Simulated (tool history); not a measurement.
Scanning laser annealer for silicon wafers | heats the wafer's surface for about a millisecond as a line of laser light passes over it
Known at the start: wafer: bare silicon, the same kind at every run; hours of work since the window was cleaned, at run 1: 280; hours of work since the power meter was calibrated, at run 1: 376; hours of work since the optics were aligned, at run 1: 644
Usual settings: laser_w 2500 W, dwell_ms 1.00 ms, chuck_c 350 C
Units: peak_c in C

| run | hour | laser_w | dwell_ms | chuck_c | hours of work since the window was cleaned | hours of work since the power meter was calibrated | hours of work since the optics were aligned | peak_c |
|---|---|---|---|---|---|---|---|---|
| 1 | 0.0 | 2500 | 1.00 | 350 | 280 | 376 | 644 | 1089 |
| 2 | 13.1 | 2500 | 1.00 | 350 | 289 | 385 | 653 | 1089 |
| 3 | 21.8 | 2500 | 1.00 | 350 | 295 | 390 | 658 | 1087 |
| 4 | 32.8 | 2500 | 1.00 | 350 | 302 | 398 | 666 | 1086 |
| 5 | 45.8 | 2500 | 1.00 | 350 | 310 | 406 | 674 | 1087 |
| 6 | 65.6 | 2500 | 1.00 | 350 | 324 | 419 | 688 | 1087 |
| 7 | 80.1 | 2500 | 1.00 | 350 | 333 | 429 | 697 | 1089 |
| 8 | 98.3 | 2500 | 1.00 | 350 | 345 | 441 | 709 | 1084 |
| 9 | 113.6 | 2500 | 1.00 | 350 | 356 | 451 | 719 | 1084 |
| 10 | 122.5 | 2500 | 1.00 | 350 | 361 | 457 | 725 | 1083 |
| 11 | 135.5 | 2304 | 1.00 | 350 | 370 | 466 | 734 | 1026 |
| 12 | 144.5 | 2304 | 1.00 | 350 | 376 | 472 | 740 | 1023 |
| 13 | 154.5 | 2500 | 0.75 | 378 | 383 | 478 | 747 | 1018 |
| 14 | 171.1 | 2500 | 0.88 | 322 | 394 | 490 | 758 | 1016 |
| 15 | 181.0 | 2500 | 0.88 | 322 | 400 | 496 | 764 | 1014 |
| 16 | 192.4 | 2500 | 1.13 | 379 | 408 | 504 | 772 | 1155 |
| 17 | 205.5 | 2651 | 1.13 | 341 | 417 | 512 | 780 | 1168 |
| 18 | 224.8 | 2351 | 0.96 | 359 | 429 | 525 | 793 | 1027 |
| 19 | 238.6 | 2351 | 0.96 | 359 | 439 | 534 | 802 | 1033 |
| 20 | 258.0 | 2741 | 1.02 | 371 | 451 | 547 | 815 | 1184 |
| 21 | 269.5 | 2484 | 1.02 | 354 | 459 | 555 | 823 | 1085 |
| 22 | 289.4 | 2484 | 1.02 | 354 | 472 | 568 | 836 | 1085 |
| 23 | 297.5 | 2484 | 1.02 | 354 | 478 | 574 | 842 | 1086 |

4 ways to go on from here, each from the tool as it stands after run 23. What would each give?
| A | 309.5 | 2260 | 1.24 | 338 | 486 | 581 | 850 | ? |
| B | 309.5 | 2467 | 1.00 | 350 | 486 | 581 | 850 | ? |
| C | 309.5 | 2484 | 1.02 | 316 | 486 | 581 | 850 | ? |
| D | 309.5 | 2484 | 1.04 | 364 | 486 | 581 | 850 | ? |

| run | peak_c |
|---|---|
| A | 1059 |
| B | 1069 |
| C | 1047 |
| D | 1103 |
Without the tool's hidden state the same runs would have given:
| run | peak_c |
|---|---|
| A | 1090 |
| B | 1100 |
| C | 1079 |
| D | 1134 |

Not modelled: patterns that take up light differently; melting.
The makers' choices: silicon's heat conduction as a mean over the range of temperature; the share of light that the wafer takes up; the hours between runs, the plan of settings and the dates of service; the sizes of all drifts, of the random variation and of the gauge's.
